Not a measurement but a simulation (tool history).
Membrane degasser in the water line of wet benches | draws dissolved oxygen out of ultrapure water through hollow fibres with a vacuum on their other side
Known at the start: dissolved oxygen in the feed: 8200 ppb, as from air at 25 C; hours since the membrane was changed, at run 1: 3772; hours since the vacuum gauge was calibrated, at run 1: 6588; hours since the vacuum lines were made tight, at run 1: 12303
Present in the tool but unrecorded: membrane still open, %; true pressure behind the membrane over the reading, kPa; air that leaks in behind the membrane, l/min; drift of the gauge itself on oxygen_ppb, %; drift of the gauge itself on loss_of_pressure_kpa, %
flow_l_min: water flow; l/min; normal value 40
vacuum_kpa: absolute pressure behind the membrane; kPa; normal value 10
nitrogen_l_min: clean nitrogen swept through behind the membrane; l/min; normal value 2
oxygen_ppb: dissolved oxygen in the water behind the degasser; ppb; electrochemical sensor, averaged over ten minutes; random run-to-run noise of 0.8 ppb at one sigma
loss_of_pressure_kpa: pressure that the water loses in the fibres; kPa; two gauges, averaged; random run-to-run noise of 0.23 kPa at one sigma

run,day,flow_l_min,vacuum_kpa,nitrogen_l_min,hours since the membrane was changed,hours since the vacuum gauge was calibrated,hours since the vacuum lines were made tight,oxygen_ppb,loss_of_pressure_kpa
1,0,40,10,2,3772,6588,12303,309.1,61.27
2,6.512,40,10,3.21,3928,6744,12460,206.7,60.83
# day 11.804: vacuum gauge calibrated
3,12.504,40,10.6,3.21,4072,17,12603,218.9,60.5
4,17.829,40,10,2,4200,145,12731,302.9,60.87
5,23.179,40,10,2,4328,273,12859,302.5,60.97
6,29.042,40,10,2,4469,414,13000,300.5,61.17
7,33.725,54,10,2,4581,526,13112,396.9,82.28
8,37.746,54,10,2,4678,623,13209,398.2,82.78
9,41.846,54,10,2,4776,721,13307,397.6,82.65
10,49.008,30,10,5.07,4948,893,13479,99.8,45.83
11,55.425,30,10,5.07,5102,1047,13633,100.1,45.9
12,62.267,29,10,1.97,5266,1211,13797,230.4,44.27
13,67.875,40,13.9,0.92,5401,1346,13932,847.5,61.8
14,72.071,40,20.8,2,5501,1446,14033,736.8,61.4
15,78.45,26,8,2,5654,1599,14186,147.2,40.24
16,82.683,26,8,2,5756,1701,14287,148,39.98

Predict the results of run 17:
17,89.1,55,21.7,1.42,5910,1855,14441,?,?

{"run 17": {"oxygen_ppb": 1280.5, "loss_of_pressure_kpa": 84.9}}
On a tool with no hidden condition, and with the same random variation, this run would have come out at oxygen_ppb 1269.4 ppb, loss_of_pressure_kpa 82.01 kPa.
